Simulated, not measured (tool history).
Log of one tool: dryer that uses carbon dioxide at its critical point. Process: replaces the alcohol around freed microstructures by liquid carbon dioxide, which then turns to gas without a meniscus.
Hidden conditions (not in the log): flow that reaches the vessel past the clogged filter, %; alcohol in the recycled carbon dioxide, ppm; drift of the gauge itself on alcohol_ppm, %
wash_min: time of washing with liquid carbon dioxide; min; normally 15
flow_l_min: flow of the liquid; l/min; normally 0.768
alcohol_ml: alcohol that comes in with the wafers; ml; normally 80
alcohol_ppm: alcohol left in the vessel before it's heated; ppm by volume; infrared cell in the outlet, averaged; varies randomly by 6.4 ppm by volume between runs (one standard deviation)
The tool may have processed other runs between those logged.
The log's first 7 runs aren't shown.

run,day,wash_min,flow_l_min,alcohol_ml,hours of work since the filter was changed,hours of work since the purifier's bed was changed,alcohol_ppm
8,5.442,15,0.768,80,161,356,516
9,6.271,15,0.768,80,175,370,530
10,6.829,15,0.664,80,185,379,867
11,7.379,15,0.768,69,194,389,495
12,7.950,15,0.768,69,204,398,490
13,8.658,15,0.935,69,215,410,301
14,9.442,15,0.768,76,229,423,554
# day 9.708: inlet filter changed
15,10.008,15,0.768,103,5,432,522
16,10.583,13,0.768,80,15,442,727
17,11.467,13,0.849,80,30,457,543
18,12.117,15,0.768,33,40,467,327
19,12.912,14,0.768,28,54,481,372
20,13.679,13,1.266,28,67,494,241
21,14.354,13,1.266,28,78,505,238
22,15.050,15,0.768,92,90,517,594
23,15.862,21,0.549,55,103,530,452
# day 16.225: purifier's bed changed
24,16.688,21,0.549,55,115,8,234
25,17.650,21,0.620,39,131,24,104
26,18.646,10,1.041,51,148,41,368
27,19.554,10,1.041,66,163,56,489
28,20.092,10,1.041,66,172,65,506
29,20.746,14,0.623,66,183,76,996
30,21.721,16,0.522,99,199,92,1724
31,22.683,16,0.522,99,216,108,1819
# day 23.667: inlet filter changed
32,23.667,16,0.522,99,0,124,1379

Forecast each of these 4 alternatives for the next run:
A,24.288,12,0.500,99,10,135,?
B,24.288,15,0.768,45,10,135,?
C,24.288,14,0.768,80,10,135,?
D,24.288,11,0.578,34,10,135,?

run,alcohol_ppm
A,3738
B,218
C,451
D,1186
Without the tool's unlogged condition, the same runs would have read:
run,alcohol_ppm
A,3578
B,143
C,367
D,1088
